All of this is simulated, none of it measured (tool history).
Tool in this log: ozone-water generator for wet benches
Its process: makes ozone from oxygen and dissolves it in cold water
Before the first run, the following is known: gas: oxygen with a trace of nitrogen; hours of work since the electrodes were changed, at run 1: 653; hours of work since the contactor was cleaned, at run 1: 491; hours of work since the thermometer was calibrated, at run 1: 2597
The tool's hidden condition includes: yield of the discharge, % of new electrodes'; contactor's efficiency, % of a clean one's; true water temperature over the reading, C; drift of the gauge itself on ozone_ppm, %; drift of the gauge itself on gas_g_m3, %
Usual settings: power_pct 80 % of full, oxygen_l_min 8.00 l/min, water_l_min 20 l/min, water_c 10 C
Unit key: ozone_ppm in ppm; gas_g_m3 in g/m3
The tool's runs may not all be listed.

run	day	power_pct	oxygen_l_min	water_l_min	water_c	hours of work since the electrodes were changed	hours of work since the contactor was cleaned	hours of work since the thermometer was calibrated	ozone_ppm	gas_g_m3
1	0.000	80	8.00	20	10	653	491	2597	29.6	226.0
2	4.583	66	8.00	20	10	742	579	2685	25.3	196.5
3	7.800	80	8.00	20	10	804	642	2748	29.4	227.7
4	12.375	80	8.00	20	10	893	730	2836	29.6	227.6
5	15.646	80	8.00	20	10	956	793	2900	29.4	226.1
6	20.167	80	8.00	20	10	1044	881	2987	29.4	227.0
7	24.017	43	14.38	20	10	1118	955	3062	17.8	105.8
8	27.325	43	14.38	20	10	1182	1019	3126	17.7	106.4

Run 9 has not been measured yet. What should we expect?
9	31.317	76	8.00	20	6	1260	1097	3203	?	?

ozone_ppm: 29.9 ppm
gas_g_m3: 218.9 g/m3
Were there no unlogged condition in the tool, this run, its random variation unchanged, would have produced ozone_ppm 30.0 ppm, gas_g_m3 219.1 g/m3.
